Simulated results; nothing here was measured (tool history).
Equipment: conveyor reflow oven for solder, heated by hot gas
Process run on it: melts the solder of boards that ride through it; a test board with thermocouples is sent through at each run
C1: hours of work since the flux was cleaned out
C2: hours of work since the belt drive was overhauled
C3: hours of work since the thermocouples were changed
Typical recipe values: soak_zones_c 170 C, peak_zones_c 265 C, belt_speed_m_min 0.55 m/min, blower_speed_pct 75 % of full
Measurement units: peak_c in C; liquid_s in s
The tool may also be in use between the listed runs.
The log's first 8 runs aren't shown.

run 9 hour=250.3 | soak_zones_c=170 peak_zones_c=253 belt_speed_m_min=0.55 blower_speed_pct=75 | C1=112 C2=327 C3=157 | peak_c=237.1 liquid_s=36.5
run 10 hour=278.8 | soak_zones_c=170 peak_zones_c=253 belt_speed_m_min=0.55 blower_speed_pct=75 | C1=130 C2=346 C3=176 | peak_c=237.7 liquid_s=36.7
run 11 hour=304.1 | soak_zones_c=170 peak_zones_c=253 belt_speed_m_min=0.55 blower_speed_pct=75 | C1=146 C2=362 C3=192 | peak_c=237.8 liquid_s=36.4
run 12 hour=341.2 | soak_zones_c=170 peak_zones_c=253 belt_speed_m_min=0.55 blower_speed_pct=75 | C1=170 C2=386 C3=216 | peak_c=237.5 liquid_s=35.7
-- hour=351.5 flux residue cleaned out of gas plates and filters
run 13 hour=372.8 | soak_zones_c=170 peak_zones_c=253 belt_speed_m_min=0.55 blower_speed_pct=76 | C1=14 C2=403 C3=233 | peak_c=238.9 liquid_s=37.3
run 14 hour=401.4 | soak_zones_c=170 peak_zones_c=253 belt_speed_m_min=0.55 blower_speed_pct=76 | C1=32 C2=421 C3=251 | peak_c=238.1 liquid_s=37.3
run 15 hour=443.2 | soak_zones_c=170 peak_zones_c=253 belt_speed_m_min=0.55 blower_speed_pct=76 | C1=59 C2=448 C3=278 | peak_c=238.2 liquid_s=37.2
run 16 hour=475.3 | soak_zones_c=170 peak_zones_c=265 belt_speed_m_min=0.485 blower_speed_pct=53 | C1=79 C2=468 C3=298 | peak_c=247.1 liquid_s=50
run 17 hour=500.9 | soak_zones_c=170 peak_zones_c=264 belt_speed_m_min=0.574 blower_speed_pct=61 | C1=96 C2=485 C3=315 | peak_c=242.6 liquid_s=37.6
run 18 hour=532.6 | soak_zones_c=178 peak_zones_c=265 belt_speed_m_min=0.509 blower_speed_pct=75 | C1=116 C2=505 C3=335 | peak_c=251.1 liquid_s=54.5
run 19 hour=560.2 | soak_zones_c=170 peak_zones_c=265 belt_speed_m_min=0.55 blower_speed_pct=74 | C1=134 C2=523 C3=353 | peak_c=247.1 liquid_s=44.7
run 20 hour=581.1 | soak_zones_c=180 peak_zones_c=256 belt_speed_m_min=0.476 blower_speed_pct=74 | C1=147 C2=536 C3=366 | peak_c=245.3 liquid_s=55.2
run 21 hour=605.6 | soak_zones_c=170 peak_zones_c=258 belt_speed_m_min=0.55 blower_speed_pct=60 | C1=163 C2=552 C3=382 | peak_c=238.3 liquid_s=36.4
-- hour=624.3 flux residue cleaned out of gas plates and filters
run 22 hour=641.8 | soak_zones_c=170 peak_zones_c=258 belt_speed_m_min=0.55 blower_speed_pct=60 | C1=11 C2=572 C3=402 | peak_c=238.8 liquid_s=37.3
run 23 hour=676.9 | soak_zones_c=170 peak_zones_c=265 belt_speed_m_min=0.55 blower_speed_pct=55 | C1=34 C2=594 C3=424 | peak_c=243.8 liquid_s=40.2
run 24 hour=697.4 | soak_zones_c=184 peak_zones_c=278 belt_speed_m_min=0.452 blower_speed_pct=53 | C1=47 C2=608 C3=438 | peak_c=262.7 liquid_s=70.2
run 25 hour=740.2 | soak_zones_c=175 peak_zones_c=257 belt_speed_m_min=0.505 blower_speed_pct=52 | C1=74 C2=635 C3=465 | peak_c=240.5 liquid_s=43.2
run 26 hour=784.7 | soak_zones_c=185 peak_zones_c=257 belt_speed_m_min=0.519 blower_speed_pct=54 | C1=103 C2=664 C3=494 | peak_c=241.3 liquid_s=47.3
run 27 hour=821.8 | soak_zones_c=170 peak_zones_c=265 belt_speed_m_min=0.55 blower_speed_pct=73 | C1=127 C2=687 C3=517 | peak_c=247.1 liquid_s=43.8
run 28 hour=862.9 | soak_zones_c=182 peak_zones_c=265 belt_speed_m_min=0.588 blower_speed_pct=62 | C1=153 C2=714 C3=544 | peak_c=243.8 liquid_s=41.7
run 29 hour=890.8 | soak_zones_c=182 peak_zones_c=265 belt_speed_m_min=0.588 blower_speed_pct=62 | C1=171 C2=732 C3=562 | peak_c=245.1 liquid_s=41.9
-- hour=899.6 flux residue cleaned out of gas plates and filters
run 30 hour=915.6 | soak_zones_c=182 peak_zones_c=265 belt_speed_m_min=0.588 blower_speed_pct=62 | C1=10 C2=744 C3=574 | peak_c=245 liquid_s=43.5

4 options for the next run, each taken on its own from the tool as it stands now. Forecast them:
run A hour=958.4 | soak_zones_c=166 peak_zones_c=265 belt_speed_m_min=0.55 blower_speed_pct=75 | C1=38 C2=772 C3=602 | peak_c=? liquid_s=?
run B hour=958.4 | soak_zones_c=170 peak_zones_c=265 belt_speed_m_min=0.549 blower_speed_pct=75 | C1=38 C2=772 C3=602 | peak_c=? liquid_s=?
run C hour=958.4 | soak_zones_c=170 peak_zones_c=268 belt_speed_m_min=0.55 blower_speed_pct=75 | C1=38 C2=772 C3=602 | peak_c=? liquid_s=?
run D hour=958.4 | soak_zones_c=176 peak_zones_c=265 belt_speed_m_min=0.588 blower_speed_pct=62 | C1=38 C2=772 C3=602 | peak_c=? liquid_s=?

run=A peak_c=246.1 liquid_s=43.1
run=B peak_c=248.4 liquid_s=44.6
run=C peak_c=249.7 liquid_s=47.1
run=D peak_c=244.1 liquid_s=40.3
With the hidden condition removed and each run's random variation left untouched, the same runs would have given:
run=A peak_c=247.5 liquid_s=43.6
run=B peak_c=249.7 liquid_s=45.1
run=C peak_c=251.1 liquid_s=47.5
run=D peak_c=245.3 liquid_s=40.9
